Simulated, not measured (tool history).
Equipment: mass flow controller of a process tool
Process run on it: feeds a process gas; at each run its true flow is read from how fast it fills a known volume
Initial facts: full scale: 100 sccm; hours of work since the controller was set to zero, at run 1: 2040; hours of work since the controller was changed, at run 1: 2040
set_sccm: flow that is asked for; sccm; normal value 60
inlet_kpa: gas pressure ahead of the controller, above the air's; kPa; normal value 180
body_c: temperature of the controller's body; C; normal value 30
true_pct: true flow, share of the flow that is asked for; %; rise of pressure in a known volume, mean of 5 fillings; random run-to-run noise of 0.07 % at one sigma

run      day  set_sccm  inlet_kpa  body_c  hours of work since the controller was set to zero  hours of work since the controller was changed  true_pct
  1        0        60        180      30                                                2040                                            2040     99.91
  2   12.992        60        180      30                                                2281                                            2281     99.91
  3    21.75        52        180      30                                                2443                                            2443     99.79
  4    36.05        52        180      30                                                2708                                            2708      99.6
  5   50.292        52        180      30                                                2973                                            2973     99.46
  6   58.096        52        180      30                                                3117                                            3117     99.55
  7   75.329        52        180      30                                                3437                                            3437     99.47
  8   91.238        52        180      30                                                3732                                            3732     99.48
  9  107.333        52        180      30                                                4031                                            4031     99.24
 10  122.575        52        180      30                                                4313                                            4313     99.08
 11  135.954        52        180      30                                                4562                                            4562     98.94
 12  145.642        52        180      30                                                4741                                            4741     98.95
 13  152.738        52        180      30                                                4873                                            4873     99.01
 14  168.638        52        180      30                                                5168                                            5168     98.88
     177.542  -- controller exchanged for a calibrated one
 15   185.75        60        238      21                                                 152                                             152     98.15
 16  192.983        60        180      24                                                 286                                             286     98.13
 17  201.662        65        154      35                                                 447                                             447     99.57
 18  213.246        65        154      35                                                 662                                             662     99.32
 19  227.779        75        150      33                                                 932                                             932      99.2
 20  238.229        75        150      33                                                1126                                            1126     99.33
 21  248.258        86        247      20                                                1312                                            1312     97.93
 22   259.55        14        236      20                                                1521                                            1521     96.94
 23  276.767        30        161      30                                                1841                                            1841     98.02
 24  289.692        23        250      36                                                2080                                            2080     98.77
 25  300.625        22        254      22                                                2283                                            2283     97.16
 26    310.4        55        236      22                                                2464                                            2464     97.57

Consider 3 possible next runs. They are alternatives, not a sequence: every one starts from the tool as it was left by run 26. What does each give?
  A  327.788        82        238      30                                                2787                                            2787         ?
  B  327.788        33        266      23                                                2787                                            2787         ?
  C  327.788        47        261      26                                                2787                                            2787         ?

run  true_pct
  A     98.62
  B     97.26
  C      97.7
With the hidden condition removed and each run's random variation left untouched, the same runs would have given:
run  true_pct
  A    100.39
  B     98.99
  C     99.44
